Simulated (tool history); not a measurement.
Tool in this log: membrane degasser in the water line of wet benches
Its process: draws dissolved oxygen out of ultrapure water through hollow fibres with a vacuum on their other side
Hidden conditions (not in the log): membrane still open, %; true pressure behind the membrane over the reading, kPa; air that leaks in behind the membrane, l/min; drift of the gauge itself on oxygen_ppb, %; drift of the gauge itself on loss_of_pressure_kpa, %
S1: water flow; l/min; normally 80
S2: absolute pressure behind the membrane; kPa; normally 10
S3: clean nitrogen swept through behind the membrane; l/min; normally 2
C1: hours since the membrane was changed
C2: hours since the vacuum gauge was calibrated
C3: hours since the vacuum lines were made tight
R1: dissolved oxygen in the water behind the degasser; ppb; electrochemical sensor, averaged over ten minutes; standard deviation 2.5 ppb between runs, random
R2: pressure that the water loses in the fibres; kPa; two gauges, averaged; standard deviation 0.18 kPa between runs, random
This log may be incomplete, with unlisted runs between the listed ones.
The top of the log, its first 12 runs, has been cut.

run    hour   S1    S2    S3    C1    C2     C3      R1     R2
 13   665.5   80    10     2  3555  2796  12652   581.5  33.86
 14   710.5   80    10     2  3600  2841  12696   575.9  33.48
 15   779.7   80     7     2  3669  2910  12766     360  33.78
 16   856.3   80    10     2  3746  2987  12842     579  33.79
 17   930.8   88    13  0.98  3821  3061  12917  1332.4  37.02
 18   976.4   88    13  0.98  3866  3107  12962  1335.9  37.11
 19  1043.9   86   8.5  5.97  3934  3175  13030   255.6   35.8
 20  1101.5   69   8.5   2.7  3991  3232  13087   320.5  28.72
     1133.2  -- seals of the vacuum lines changed
 21  1147.8  108   8.5  4.35  4036  3276     15   439.8  45.41
 22  1210.3   80  14.9  3.47  4098  3339     77   611.1  33.39
 23  1265.9  124  15.5  4.02  4154  3395    133   942.7  51.87
     1317.7  -- gauge calibrated
 24  1337.2   72  24.4  2.18  4225  3466    204  1300.6  31.15
 25  1412.5   80  14.9     2  4300  3541    279   919.7  34.26
 26  1459.8   59  24.3  3.62  4348  3588    327   733.1  25.23
 27  1492.7   59  24.3  3.62  4380  3621    360   739.2  25.23
 28    1549   80  10.3  4.09  4437  3678    416   359.7  33.85
 29  1614.5   49   8.3  2.15  4502  3743    481   256.2  20.75
 30  1674.2   66  16.9  5.55  4562  3803    541   394.2  27.88
 31  1748.7   66   7.8  1.73  4636  3877    616   373.2  28.06

Alternative continuations, all from the tool just after run 31; predict every row:
  A  1821  119  12.5  1.73  4709  3950  688   ?   ?
  B  1821   80  14.4     2  4709  3950  688   ?   ?
  C  1821   53    10  1.02  4709  3950  688   ?   ?
  D  1821   80   8.9  1.94  4709  3950  688   ?   ?
  E  1821   62    10     2  4709  3950  688   ?   ?

run      R1     R2
  A  1194.6  50.38
  B   872.3  33.77
  C   642.5  22.19
  D   506.6  33.91
  E   445.4  26.21
Take away the tool's hidden state, keep each run's random variation, and the runs would have read:
run     R1     R2
  A   1194  50.89
  B  871.9  34.11
  C  642.1  22.42
  D  506.2  34.26
  E  445.1  26.48
